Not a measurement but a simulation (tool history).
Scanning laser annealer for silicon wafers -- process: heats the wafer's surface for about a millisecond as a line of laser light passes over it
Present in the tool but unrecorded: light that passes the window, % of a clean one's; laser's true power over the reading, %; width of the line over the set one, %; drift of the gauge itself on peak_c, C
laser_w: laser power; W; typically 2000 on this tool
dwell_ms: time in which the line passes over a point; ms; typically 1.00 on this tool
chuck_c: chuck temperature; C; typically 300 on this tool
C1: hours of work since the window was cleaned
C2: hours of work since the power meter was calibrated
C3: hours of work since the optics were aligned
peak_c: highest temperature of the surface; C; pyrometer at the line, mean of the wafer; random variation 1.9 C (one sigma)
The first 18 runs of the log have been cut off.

Run 19, hour 880.7: usual settings but laser_w 1893 W; C1 402; C2 712; C3 143. Result: peak_c 1051 C.
Run 20, hour 951.4: usual settings but laser_w 1893 W; C1 444; C2 754; C3 185. Result: peak_c 1051 C.
Run 21, hour 1005.1: usual settings but laser_w 2020 W, dwell_ms 0.78 ms, chuck_c 315 C; C1 476; C2 786; C3 217. Result: peak_c 1035 C.
Run 22, hour 1035.8: usual settings but laser_w 2020 W, dwell_ms 0.78 ms, chuck_c 265 C; C1 495; C2 805; C3 236. Result: peak_c 983 C.
Run 23, hour 1090.7: usual settings but laser_w 1793 W, dwell_ms 0.78 ms, chuck_c 265 C; C1 528; C2 837; C3 269. Result: peak_c 880 C.
Run 24, hour 1160.3: usual settings but chuck_c 264 C; C1 569; C2 879; C3 310. Result: peak_c 1068 C.
At hour 1187.4: window over the wafer cleaned.
Run 25, hour 1196.1: usual settings but laser_w 2061 W, dwell_ms 1.15 ms, chuck_c 264 C; C1 5; C2 899; C3 331. Result: peak_c 1167 C.
Run 26, hour 1250.5: usual settings but laser_w 1835 W; C1 38; C2 932; C3 363. Result: peak_c 1024 C.
Run 27, hour 1303.3: usual settings but laser_w 1835 W; C1 69; C2 964; C3 395. Result: peak_c 1021 C.
Run 28, hour 1372.3: usual settings but laser_w 1835 W; C1 111; C2 1005; C3 436. Result: peak_c 1023 C.
Run 29, hour 1410.5: usual settings but laser_w 2099 W, dwell_ms 1.06 ms, chuck_c 326 C; C1 134; C2 1028; C3 459. Result: peak_c 1212 C.
Run 30, hour 1462.6: usual settings but laser_w 2099 W, dwell_ms 1.06 ms, chuck_c 326 C; C1 165; C2 1059; C3 490. Result: peak_c 1210 C.
Run 31, hour 1520.8: usual settings but laser_w 2099 W, dwell_ms 1.06 ms, chuck_c 326 C; C1 200; C2 1094; C3 525. Result: peak_c 1211 C.
Run 32, hour 1550.6: usual settings but laser_w 1829 W, dwell_ms 1.14 ms, chuck_c 297 C; C1 218; C2 1112; C3 543. Result: peak_c 1061 C.
Run 33, hour 1612.3: usual settings but laser_w 1943 W, dwell_ms 0.78 ms, chuck_c 274 C; C1 255; C2 1149; C3 580. Result: peak_c 957 C.
Run 34, hour 1647.5: usual settings but laser_w 1754 W, dwell_ms 1.10 ms, chuck_c 308 C; C1 276; C2 1170; C3 601. Result: peak_c 1018 C.
Run 35, hour 1688.7: usual settings but laser_w 2067 W, dwell_ms 1.17 ms; C1 300; C2 1194; C3 626. Result: peak_c 1212 C.
Run 36, hour 1756.7: usual settings but laser_w 2067 W, dwell_ms 1.17 ms; C1 341; C2 1235; C3 666. Result: peak_c 1211 C.
Run 37, hour 1812.9: usual settings but laser_w 2067 W, dwell_ms 1.17 ms; C1 375; C2 1269; C3 700. Result: peak_c 1212 C.
Run 38, hour 1872.1: usual settings but dwell_ms 0.91 ms; C1 410; C2 1304; C3 736. Result: peak_c 1066 C.
Run 39, hour 1940.4: usual settings but dwell_ms 0.91 ms; C1 451; C2 1345; C3 777. Result: peak_c 1070 C.
Run 40, hour 2003.7: usual settings but dwell_ms 1.07 ms; C1 489; C2 1383; C3 814. Result: peak_c 1133 C.

Alternative continuations, all from the tool just after run 40; predict every row:
Run A, hour 2051.1: usual settings but chuck_c 276 C; C1 517; C2 1412; C3 843. Result: peak_c ?.
Run B, hour 2051.1: usual settings but laser_w 1961 W, dwell_ms 1.07 ms; C1 517; C2 1412; C3 843. Result: peak_c ?.
Run C, hour 2051.1: usual settings but dwell_ms 0.94 ms; C1 517; C2 1412; C3 843. Result: peak_c ?.

run  peak_c
  A    1080
  B    1107
  C    1082
The same runs, with their run-to-run variation unchanged, on a tool lacking any hidden condition would have given:
run  peak_c
  A    1082
  B    1110
  C    1084
